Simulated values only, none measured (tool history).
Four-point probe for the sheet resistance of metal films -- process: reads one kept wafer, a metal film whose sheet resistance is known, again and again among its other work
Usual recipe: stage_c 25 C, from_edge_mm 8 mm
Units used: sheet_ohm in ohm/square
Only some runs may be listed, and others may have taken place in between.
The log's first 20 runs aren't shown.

run	day	stage_c	from_edge_mm	sheet_ohm
21	68.071	30	52	0.19178
22	72.588	30	52	0.191937
23	74.729	30	52	0.191966
24	77.8	30	52	0.192052
# day 79.762: new probe head fitted
25	80.004	30	52	0.189212
26	82.529	31	37	0.189084
27	85.829	22	17	0.191671
28	89.983	33	39	0.188913
29	94.671	33	8	0.189678
30	98.388	30	3	0.194289
31	100.696	35	4	0.191245
32	103.8	22	25	0.192239
33	106.954	26	26	0.19125
34	111.3	25	45	0.191628
35	114.788	20	11	0.193479
36	119.15	19	5	0.195226
37	121.292	19	5	0.195316
38	123.788	33	4	0.192538
39	127.792	31	7	0.191481
# day 128.704: stage's thermometer calibrated
40	132.408	28	8	0.192526
41	134.758	22	21	0.193674
42	138.417	22	21	0.193784
43	140.362	19	39	0.194591
44	144.688	32	16	0.191447
45	148.862	25	4	0.195849

Here are 4 independent what-if runs from the current tool condition. What would each one return?
A	152.667	25	5	?
B	152.667	25	60	?
C	152.667	34	15	?
D	152.667	21	33	?

run	sheet_ohm
A	0.194996
B	0.193363
C	0.191166
D	0.19458
With no hidden state in the tool, these same runs would have given:
run	sheet_ohm
A	0.192072
B	0.190462
C	0.188296
D	0.191661
